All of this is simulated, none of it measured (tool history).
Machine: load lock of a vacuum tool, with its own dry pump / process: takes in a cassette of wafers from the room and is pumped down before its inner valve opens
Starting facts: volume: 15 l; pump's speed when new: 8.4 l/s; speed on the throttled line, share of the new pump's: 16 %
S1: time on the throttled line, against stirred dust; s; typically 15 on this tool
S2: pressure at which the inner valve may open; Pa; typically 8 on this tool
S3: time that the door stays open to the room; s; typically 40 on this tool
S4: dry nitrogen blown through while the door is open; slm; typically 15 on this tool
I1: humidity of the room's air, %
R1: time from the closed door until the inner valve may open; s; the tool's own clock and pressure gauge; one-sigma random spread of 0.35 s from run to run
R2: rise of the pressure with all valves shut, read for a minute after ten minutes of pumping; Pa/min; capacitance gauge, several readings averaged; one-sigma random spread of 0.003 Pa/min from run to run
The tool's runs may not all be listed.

run 1 day=0 | S1=15 S2=8 S3=40 S4=15 | I1=46.6 | R1=30.1 R2=0.156
run 2 day=10.029 | S1=15 S2=8 S3=40 S4=15 | I1=42.9 | R1=30.4 R2=0.163
run 3 day=17.417 | S1=15 S2=8 S3=40 S4=15 | I1=44.3 | R1=29.9 R2=0.173
run 4 day=25.038 | S1=15 S2=8 S3=40 S4=15 | I1=42.1 | R1=30.1 R2=0.168
run 5 day=31.292 | S1=15 S2=8 S3=40 S4=15 | I1=46.1 | R1=29.9 R2=0.178
run 6 day=41.204 | S1=15 S2=8 S3=40 S4=9 | I1=40.3 | R1=30.6 R2=0.193
run 7 day=50.696 | S1=15 S2=8 S3=40 S4=9 | I1=43.8 | R1=30 R2=0.201
run 8 day=59.071 | S1=15 S2=8 S3=40 S4=9 | I1=45.4 | R1=30.8 R2=0.205
run 9 day=63.242 | S1=12 S2=8 S3=40 S4=4 | I1=46.8 | R1=27.6 R2=0.225
run 10 day=72.821 | S1=13 S2=8 S3=40 S4=9 | I1=46.5 | R1=29.7 R2=0.212

What will run 11 give?
run 11 day=80.521 | S1=9 S2=8 S3=168 S4=15 | I1=48.4 | R1=? R2=?

{"run 11": {"R1": 24.9, "R2": 0.236}}
Minus the tool's unlogged condition, the same run would have read R1 24 s, R2 0.055 Pa/min.

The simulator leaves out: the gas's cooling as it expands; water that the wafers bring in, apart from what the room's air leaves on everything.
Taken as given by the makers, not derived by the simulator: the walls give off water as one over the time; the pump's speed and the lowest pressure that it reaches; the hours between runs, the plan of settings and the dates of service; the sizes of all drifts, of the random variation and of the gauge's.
